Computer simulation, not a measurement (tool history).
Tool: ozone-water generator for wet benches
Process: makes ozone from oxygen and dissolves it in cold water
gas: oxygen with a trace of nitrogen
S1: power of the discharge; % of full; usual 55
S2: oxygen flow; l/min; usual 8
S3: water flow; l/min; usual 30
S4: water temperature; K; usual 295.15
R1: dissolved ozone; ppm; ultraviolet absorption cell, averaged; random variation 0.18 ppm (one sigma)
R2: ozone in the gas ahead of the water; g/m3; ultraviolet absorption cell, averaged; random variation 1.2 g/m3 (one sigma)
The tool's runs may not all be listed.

run,hour,S1,S2,S3,S4,R1,R2
1,0.0,55,8,30,295.15,24.1,211.4
2,146.9,55,8,30,295.15,23.9,214.7
3,279.2,53,8,30,295.15,23.4,206.1
4,376.4,53,8,30,295.15,23.1,207.1
5,461.1,53,8,30,295.15,23.2,207.1
# hour 610.6: contactor cleaned
6,644.8,53,8,30,289.15,25.6,206.9
7,800.1,55,8,30,295.15,24.0,212.9
8,947.0,55,8,30,295.15,24.2,212.9
9,1120.0,55,8,30,295.15,23.8,213.2
10,1263.8,55,8,30,295.15,23.7,212.5
11,1413.5,55,8,30,295.15,24.2,213.8

Forecast run 12:
12,1494.3,55,8,30,295.15,?,?

{"run 12": {"R1": 24.2, "R2": 214.2}}
Without the tool's hidden state the same run would have given R1 24.2 ppm, R2 214.5 g/m3.
